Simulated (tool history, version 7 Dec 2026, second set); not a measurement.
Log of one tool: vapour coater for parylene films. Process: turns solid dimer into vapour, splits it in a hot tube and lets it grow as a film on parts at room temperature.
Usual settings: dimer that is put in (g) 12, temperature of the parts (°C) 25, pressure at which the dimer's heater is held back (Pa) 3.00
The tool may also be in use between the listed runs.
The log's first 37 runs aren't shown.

run	hour	dimer that is put in (g)	temperature of the parts (°C)	pressure at which the dimer's heater is held back (Pa)	thickness of the film (nm)
38	517.2	7	25	4.62	2410
39	532.4	10	29	4.62	2890
40	549.0	12	25	3.73	4270
41	568.4	12	24	4.26	4290
42	586.5	12	25	11.60	3540
43	601.9	17	31	2.90	4880
44	620.5	17	31	2.90	4940
45	630.7	17	31	2.90	4910
46	642.5	17	31	2.90	4960

Forecast each of these 5 alternatives for the next run:
A	658.6	17	36	3.52	?
B	658.6	17	28	6.12	?
C	658.6	8	19	4.65	?
D	658.6	17	31	9.26	?
E	658.6	5	25	3.00	?

run	thickness of the film (nm)
A	3930
B	4970
C	3480
D	4090
E	1800
Without the tool's hidden state the same runs would have given:
run	thickness of the film (nm)
A	3950
B	4990
C	3490
D	4110
E	1810
